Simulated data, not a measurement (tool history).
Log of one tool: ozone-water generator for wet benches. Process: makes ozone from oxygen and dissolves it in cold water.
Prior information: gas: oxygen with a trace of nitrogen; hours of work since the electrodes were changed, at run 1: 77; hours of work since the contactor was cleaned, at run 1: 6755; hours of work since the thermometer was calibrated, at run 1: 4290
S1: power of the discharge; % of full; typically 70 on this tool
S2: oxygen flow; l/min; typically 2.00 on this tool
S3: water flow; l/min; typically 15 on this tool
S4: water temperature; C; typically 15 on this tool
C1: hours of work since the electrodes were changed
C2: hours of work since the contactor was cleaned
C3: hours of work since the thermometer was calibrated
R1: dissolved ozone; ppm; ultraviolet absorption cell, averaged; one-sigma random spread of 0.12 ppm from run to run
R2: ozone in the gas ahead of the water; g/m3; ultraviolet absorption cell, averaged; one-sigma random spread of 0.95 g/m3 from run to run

run	hour	S1	S2	S3	S4	C1	C2	C3	R1	R2
1	0.0	70	2.00	15	15	77	6755	4290	10.4	159.7
2	40.8	70	2.00	15	15	114	6791	4326	10.7	159.4
3	69.8	70	2.00	15	15	139	6817	4352	10.7	158.7
4	103.2	66	2.00	15	15	169	6847	4381	9.9	151.4
5	158.5	66	2.00	15	15	218	6896	4431	10.0	150.6
6	195.2	66	2.00	15	15	251	6929	4463	10.1	151.6
7	219.7	66	2.00	15	15	273	6950	4485	10.4	150.8
8	250.2	44	2.00	15	15	300	6978	4512	7.2	107.2
9	289.4	44	2.00	15	15	335	7012	4547	7.1	105.4
10	328.8	70	2.00	15	15	370	7048	4582	10.5	158.5
11	362.1	70	2.00	15	15	400	7077	4612	10.3	157.5
12	392.3	70	2.00	15	15	427	7104	4639	10.6	157.2
13	418.1	70	3.32	15	15	450	7127	4662	12.6	134.0
# hour 427.6: contactor cleaned
14	475.9	70	2.00	15	15	498	43	4710	11.4	158.8
15	517.9	70	2.00	15	15	535	80	4747	11.3	156.9
16	556.0	70	2.00	15	15	569	114	4781	11.3	158.2
# hour 573.2: water thermometer calibrated
17	593.3	70	2.00	15	15	602	147	18	11.3	157.8
18	638.6	70	2.00	15	15	642	187	58	11.5	156.4
19	680.1	70	2.00	15	15	679	224	95	11.2	156.0
20	705.3	69	1.29	13	15	701	247	118	10.4	176.7
21	744.9	98	2.00	15	21	737	282	153	14.3	209.9
22	772.8	82	2.00	15	15	762	307	178	12.7	180.5
23	804.0	70	3.15	15	15	789	335	206	13.3	134.8
24	839.8	70	1.55	10	19	821	367	237	13.8	171.9
25	866.7	57	2.00	13	15	845	391	261	10.7	132.4
26	904.0	55	2.00	13	8	878	424	295	10.9	126.8
27	952.4	55	2.00	13	8	921	467	338	11.1	127.2
28	1001.6	55	2.00	12	8	965	511	381	11.7	127.3
29	1030.5	70	2.00	11	17	991	536	407	14.3	154.7
30	1081.5	89	2.00	23	17	1036	582	453	9.2	191.1
31	1111.2	89	2.00	23	17	1063	608	479	9.1	190.2
32	1160.3	91	2.00	15	9	1107	652	523	14.9	195.2

How the hidden state differs across the entries between the runs, from the last listed run before each to the first after it:
Logged between run 13 and run 14: contactor cleaned (hour 427.6)
  yield of the discharge, % of new electrodes': 98.1 -> 98; contactor's efficiency, % of a clean one's: 84.9 -> 99.5
  measured less the result without the state, R1: -1.4 -> -0.3 ppm; R2: -2.5 -> -3.1 g/m3
Logged between run 16 and run 17: water thermometer calibrated (hour 573.2)
  yield of the discharge, % of new electrodes': 97.9 -> 97.8; true water temperature over the reading, C: 0.04 -> -0.06
  measured less the result without the state, R1: -0.2 -> -0.3 ppm; R2: -3.4 -> -3.5 g/m3

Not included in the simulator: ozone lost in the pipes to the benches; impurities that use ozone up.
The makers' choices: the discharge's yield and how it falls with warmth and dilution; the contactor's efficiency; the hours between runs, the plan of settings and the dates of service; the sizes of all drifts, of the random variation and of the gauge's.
